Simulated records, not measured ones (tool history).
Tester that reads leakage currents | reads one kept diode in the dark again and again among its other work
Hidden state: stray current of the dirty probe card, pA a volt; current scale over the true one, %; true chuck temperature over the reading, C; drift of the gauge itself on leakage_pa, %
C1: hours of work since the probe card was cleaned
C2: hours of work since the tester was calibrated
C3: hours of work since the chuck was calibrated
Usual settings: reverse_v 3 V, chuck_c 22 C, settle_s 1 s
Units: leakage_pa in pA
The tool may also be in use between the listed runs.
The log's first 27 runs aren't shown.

Run 28, hour 5176.5: usual settings but reverse_v 5.13 V, chuck_c 33 C, settle_s 1.26 s; C1 3089; C2 994; C3 2059. Result: leakage_pa 47.91 pA.
Run 29, hour 5325.6: usual settings but reverse_v 4.12 V, chuck_c 50 C, settle_s 1.91 s; C1 3185; C2 1089; C3 2155. Result: leakage_pa 184.37 pA.
Run 30, hour 5517.3: usual settings but chuck_c 40 C, settle_s 3.89 s; C1 3308; C2 1212; C3 2278. Result: leakage_pa 70.21 pA.
At hour 5651: chuck's temperature calibrated.
Run 31, hour 5748.6: usual settings but chuck_c 20 C, settle_s 7.92 s; C1 3454; C2 1359; C3 63. Result: leakage_pa 14.3 pA.
Run 32, hour 5977.1: usual settings but reverse_v 20 V, chuck_c 52 C, settle_s 0.83 s; C1 3601; C2 1505; C3 209. Result: leakage_pa 446.87 pA.
At hour 6067.8: probe card cleaned and baked.
Run 33, hour 6172.7: usual settings but reverse_v 1.28 V, settle_s 0.38 s; C1 67; C2 1629; C3 332. Result: leakage_pa 12.03 pA.
Run 34, hour 6318.7: usual settings but reverse_v 14.14 V, chuck_c 46 C, settle_s 1.23 s; C1 161; C2 1722; C3 426. Result: leakage_pa 236.43 pA.
Run 35, hour 6564.1: usual settings but reverse_v 14.14 V, chuck_c 46 C, settle_s 1.23 s; C1 318; C2 1880; C3 583. Result: leakage_pa 233.96 pA.
Run 36, hour 6707.9: usual settings but reverse_v 7.78 V, chuck_c 45 C, settle_s 1.66 s; C1 410; C2 1972; C3 675. Result: leakage_pa 172.21 pA.
Run 37, hour 6836.3: usual settings but reverse_v 7.78 V, chuck_c 45 C, settle_s 1.66 s; C1 492; C2 2054; C3 758. Result: leakage_pa 171.39 pA.
Run 38, hour 6980.7: usual settings but reverse_v 7.78 V, chuck_c 45 C, settle_s 1.66 s; C1 585; C2 2146; C3 850. Result: leakage_pa 170.19 pA.
Run 39, hour 7119.4: usual settings but reverse_v 7.78 V, chuck_c 45 C, settle_s 1.66 s; C1 674; C2 2235; C3 939. Result: leakage_pa 168.1 pA.

4 ways to go on from here, each from the tool as it stands after run 39. What would each give?
Run A, hour 7341.7: usual settings but reverse_v 6.74 V, chuck_c 45 C; C1 816; C2 2378; C3 1081. Result: leakage_pa ?.
Run B, hour 7341.7: usual settings but reverse_v 7.78 V, chuck_c 48 C, settle_s 1.66 s; C1 816; C2 2378; C3 1081. Result: leakage_pa ?.
Run C, hour 7341.7: usual settings but reverse_v 7.78 V, chuck_c 45 C, settle_s 1.88 s; C1 816; C2 2378; C3 1081. Result: leakage_pa ?.
Run D, hour 7341.7: usual settings but reverse_v 9.78 V, chuck_c 50 C, settle_s 0.64 s; C1 816; C2 2378; C3 1081. Result: leakage_pa ?.

run  leakage_pa
  A      157.86
  B      213.08
  C      166.96
  D      273.64
Without the tool's hidden state the same runs would have given:
run  leakage_pa
  A      170.08
  B      229.31
  C      179.86
  D      294.14

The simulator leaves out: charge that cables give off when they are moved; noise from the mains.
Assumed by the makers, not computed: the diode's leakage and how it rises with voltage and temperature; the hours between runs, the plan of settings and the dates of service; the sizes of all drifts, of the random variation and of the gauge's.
